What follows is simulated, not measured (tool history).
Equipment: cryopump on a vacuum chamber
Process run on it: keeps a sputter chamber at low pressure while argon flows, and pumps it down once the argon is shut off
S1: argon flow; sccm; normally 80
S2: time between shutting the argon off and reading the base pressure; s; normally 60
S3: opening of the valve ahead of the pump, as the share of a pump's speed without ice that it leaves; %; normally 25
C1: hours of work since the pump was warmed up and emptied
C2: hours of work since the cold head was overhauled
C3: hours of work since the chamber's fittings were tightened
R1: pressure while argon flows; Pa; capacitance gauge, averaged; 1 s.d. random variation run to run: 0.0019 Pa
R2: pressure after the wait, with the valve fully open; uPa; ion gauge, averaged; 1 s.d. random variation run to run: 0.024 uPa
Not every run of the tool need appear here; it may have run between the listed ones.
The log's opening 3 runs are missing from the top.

| run | hour | S1 | S2 | S3 | C1 | C2 | C3 | R1 | R2 |
|---|---|---|---|---|---|---|---|---|---|
| 4 | 193.0 | 80 | 172 | 25 | 117 | 940 | 440 | 0.4570 | 0.86 |
| 5 | 261.2 | 80 | 172 | 25 | 157 | 980 | 479 | 0.4619 | 0.85 |
| 6 | 300.3 | 80 | 172 | 25 | 179 | 1002 | 502 | 0.4571 | 0.88 |
| 7 | 378.9 | 80 | 172 | 25 | 225 | 1048 | 547 | 0.4591 | 0.91 |
| 8 | 446.4 | 158 | 60 | 25 | 264 | 1087 | 586 | 0.9039 | 1.34 |
| 9 | 494.5 | 158 | 60 | 25 | 292 | 1114 | 614 | 0.9108 | 1.37 |
| 10 | 567.9 | 158 | 60 | 25 | 334 | 1157 | 657 | 0.9152 | 1.35 |
| 11 | 648.4 | 80 | 60 | 36 | 381 | 1203 | 703 | 0.3240 | 1.52 |
| 12 | 714.9 | 80 | 60 | 36 | 419 | 1242 | 742 | 0.3229 | 1.52 |
| 13 | 780.1 | 80 | 60 | 36 | 457 | 1280 | 779 | 0.3255 | 1.51 |
| 14 | 834.2 | 80 | 60 | 25 | 488 | 1311 | 811 | 0.4632 | 1.53 |
| 15 | 876.5 | 80 | 60 | 25 | 513 | 1335 | 835 | 0.4650 | 1.55 |
| 16 | 928.7 | 80 | 60 | 25 | 543 | 1366 | 865 | 0.4679 | 1.53 |
| 17 | 979.2 | 80 | 71 | 25 | 572 | 1395 | 894 | 0.4678 | 1.48 |
| 18 | 1070.4 | 80 | 71 | 25 | 625 | 1448 | 947 | 0.4663 | 1.58 |
| 19 | 1114.6 | 80 | 71 | 25 | 650 | 1473 | 973 | 0.4668 | 1.57 |
| 20 | 1184.6 | 50 | 66 | 25 | 691 | 1514 | 1013 | 0.2955 | 1.60 |
| 21 | 1235.8 | 50 | 66 | 25 | 720 | 1543 | 1043 | 0.2938 | 1.66 |
|  | 1305.0 | pump warmed up, emptied and cooled again |
| 22 | 1322.4 | 38 | 78 | 25 | 10 | 1590 | 1090 | 0.2163 | 1.46 |
| 23 | 1365.3 | 38 | 78 | 25 | 35 | 1615 | 1115 | 0.2167 | 1.47 |
| 24 | 1455.4 | 38 | 78 | 16 | 87 | 1667 | 1167 | 0.3362 | 1.52 |
| 25 | 1517.2 | 38 | 78 | 16 | 123 | 1703 | 1203 | 0.3391 | 1.55 |
| 26 | 1562.9 | 81 | 85 | 16 | 149 | 1729 | 1229 | 0.7228 | 1.60 |
| 27 | 1635.8 | 90 | 34 | 40 | 191 | 1772 | 1271 | 0.3287 | 2.26 |
| 28 | 1709.8 | 102 | 109 | 24 | 234 | 1814 | 1314 | 0.6139 | 1.49 |

Forecast run 29:
| 29 | 1786.3 | 102 | 109 | 24 | 278 | 1859 | 1358 | ? | ? |

{"run 29": {"R1": 0.6122, "R2": 1.46}}
Had the tool carried no hidden state, the very same run would have given R1 0.6001 Pa, R2 0.56 uPa.

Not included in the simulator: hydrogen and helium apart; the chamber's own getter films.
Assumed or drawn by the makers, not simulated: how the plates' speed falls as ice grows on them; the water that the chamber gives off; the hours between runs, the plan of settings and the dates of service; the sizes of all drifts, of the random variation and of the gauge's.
